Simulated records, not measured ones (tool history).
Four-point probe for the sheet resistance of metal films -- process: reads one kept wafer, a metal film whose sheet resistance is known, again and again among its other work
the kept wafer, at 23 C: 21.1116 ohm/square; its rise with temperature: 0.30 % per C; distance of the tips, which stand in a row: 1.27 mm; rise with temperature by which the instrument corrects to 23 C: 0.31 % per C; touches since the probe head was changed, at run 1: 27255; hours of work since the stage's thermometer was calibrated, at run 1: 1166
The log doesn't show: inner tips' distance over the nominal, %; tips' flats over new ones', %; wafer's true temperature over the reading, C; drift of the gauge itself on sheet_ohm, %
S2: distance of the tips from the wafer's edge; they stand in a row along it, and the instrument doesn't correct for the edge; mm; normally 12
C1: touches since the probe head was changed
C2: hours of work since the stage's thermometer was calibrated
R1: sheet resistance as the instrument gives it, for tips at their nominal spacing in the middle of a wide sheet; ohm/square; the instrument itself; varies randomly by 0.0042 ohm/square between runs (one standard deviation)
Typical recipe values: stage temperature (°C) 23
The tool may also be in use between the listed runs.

run 1 day=0.000 | stage_temperature_(°C)=23 S2=12 | C1=27255 C2=1166 | R1=21.179501
run 2 day=2.175 | stage_temperature_(°C)=23 S2=12 | C1=27967 C2=1190 | R1=21.169518
run 3 day=6.675 | stage_temperature_(°C)=23 S2=12 | C1=29442 C2=1242 | R1=21.177779
run 4 day=11.471 | stage_temperature_(°C)=23 S2=12 | C1=31012 C2=1297 | R1=21.170556
run 5 day=16.250 | stage_temperature_(°C)=23 S2=12 | C1=32578 C2=1351 | R1=21.169501
run 6 day=20.842 | stage_temperature_(°C)=23 S2=12 | C1=34083 C2=1404 | R1=21.162116
run 7 day=25.729 | stage_temperature_(°C)=23 S2=4 | C1=35683 C2=1459 | R1=22.119941
run 8 day=29.388 | stage_temperature_(°C)=23 S2=4 | C1=36882 C2=1501 | R1=22.112828
run 9 day=32.088 | stage_temperature_(°C)=23 S2=11 | C1=37766 C2=1532 | R1=21.183658
run 10 day=35.404 | stage_temperature_(°C)=23 S2=12 | C1=38853 C2=1570 | R1=21.163005
run 11 day=39.750 | stage_temperature_(°C)=23 S2=12 | C1=40276 C2=1620 | R1=21.158129
run 12 day=42.442 | stage_temperature_(°C)=23 S2=5 | C1=41158 C2=1650 | R1=21.738752
run 13 day=46.642 | stage_temperature_(°C)=23 S2=5 | C1=42534 C2=1698 | R1=21.739822
run 14 day=49.550 | stage_temperature_(°C)=24 S2=12 | C1=43486 C2=1732 | R1=21.148525
run 15 day=52.500 | stage_temperature_(°C)=24 S2=12 | C1=44453 C2=1765 | R1=21.150198
run 16 day=56.458 | stage_temperature_(°C)=24 S2=12 | C1=45749 C2=1811 | R1=21.147915
run 17 day=60.471 | stage_temperature_(°C)=23 S2=12 | C1=47063 C2=1856 | R1=21.146843
run 18 day=64.879 | stage_temperature_(°C)=23 S2=12 | C1=48507 C2=1907 | R1=21.141295
run 19 day=69.504 | stage_temperature_(°C)=23 S2=12 | C1=50023 C2=1960 | R1=21.141154
run 20 day=74.325 | stage_temperature_(°C)=23 S2=12 | C1=51601 C2=2015 | R1=21.140286
run 21 day=77.992 | stage_temperature_(°C)=23 S2=12 | C1=52803 C2=2057 | R1=21.135975
run 22 day=82.775 | stage_temperature_(°C)=23 S2=12 | C1=54369 C2=2111 | R1=21.127616
run 23 day=86.808 | stage_temperature_(°C)=27 S2=37 | C1=55690 C2=2157 | R1=21.008717
run 24 day=90.650 | stage_temperature_(°C)=24 S2=14 | C1=56949 C2=2201 | R1=21.093463
run 25 day=93.308 | stage_temperature_(°C)=24 S2=16 | C1=57820 C2=2232 | R1=21.062486
run 26 day=97.012 | stage_temperature_(°C)=22 S2=33 | C1=59033 C2=2274 | R1=21.016659
-- day=97.317 stage's thermometer calibrated
run 27 day=101.954 | stage_temperature_(°C)=30 S2=8 | C1=60645 C2=53 | R1=21.248524
run 28 day=104.088 | stage_temperature_(°C)=20 S2=28 | C1=61345 C2=77 | R1=21.008030
run 29 day=106.800 | stage_temperature_(°C)=28 S2=4 | C1=62232 C2=108 | R1=22.044802
run 30 day=110.967 | stage_temperature_(°C)=28 S2=4 | C1=63597 C2=156 | R1=22.039046
-- day=114.467 stage's thermometer calibrated, once more
run 31 day=114.492 | stage_temperature_(°C)=28 S2=4 | C1=64746 C2=0 | R1=22.122154
run 32 day=119.358 | stage_temperature_(°C)=23 S2=32 | C1=66340 C2=56 | R1=21.073612
run 33 day=124.133 | stage_temperature_(°C)=33 S2=6 | C1=67903 C2=110 | R1=21.510988
run 34 day=128.829 | stage_temperature_(°C)=21 S2=66 | C1=69442 C2=164 | R1=21.042776
run 35 day=133.467 | stage_temperature_(°C)=31 S2=3 | C1=70961 C2=217 | R1=22.861676
run 36 day=135.950 | stage_temperature_(°C)=31 S2=3 | C1=71775 C2=245 | R1=22.859932
run 37 day=139.962 | stage_temperature_(°C)=23 S2=4 | C1=73089 C2=291 | R1=22.118342
run 38 day=144.412 | stage_temperature_(°C)=29 S2=6 | C1=74547 C2=342 | R1=21.521830
run 39 day=147.758 | stage_temperature_(°C)=23 S2=8 | C1=75643 C2=380 | R1=21.311062
run 40 day=151.325 | stage_temperature_(°C)=27 S2=12 | C1=76812 C2=421 | R1=21.150157
run 41 day=155.467 | stage_temperature_(°C)=21 S2=19 | C1=78168 C2=468 | R1=21.082196
run 42 day=159.017 | stage_temperature_(°C)=21 S2=15 | C1=79331 C2=509 | R1=21.117418
run 43 day=162.171 | stage_temperature_(°C)=19 S2=19 | C1=80365 C2=545 | R1=21.085965
run 44 day=165.258 | stage_temperature_(°C)=29 S2=41 | C1=81375 C2=580 | R1=21.022996

Some steps in R1 between neighbouring runs. How much of each would the tool show without its hidden state too (settings, what came in, random variation), and how much is left for the hidden state, with any gauge scatter that isn't in both results?
Run 26 -> 27: stage temperature (°C) 22 -> 30, S2 33 -> 8, stage's thermometer calibrated. R1 +0.231865 ohm/square: hidden state -0.017478, all else +0.249343.
Run 28 -> 29: stage temperature (°C) 20 -> 28, S2 28 -> 4. R1 +1.036772 ohm/square: hidden state -0.005971, all else +1.042743.
Run 30 -> 31: stage's thermometer calibrated, once more. R1 +0.083108 ohm/square: hidden state +0.082211, all else +0.000897.
Run 31 -> 32: stage temperature (°C) 28 -> 23, S2 4 -> 32. R1 -1.048542 ohm/square: hidden state -0.000249, all else -1.048293.
Run 34 -> 35: stage temperature (°C) 21 -> 31, S2 66 -> 3. R1 +1.818900 ohm/square: hidden state -0.008070, all else +1.826970.
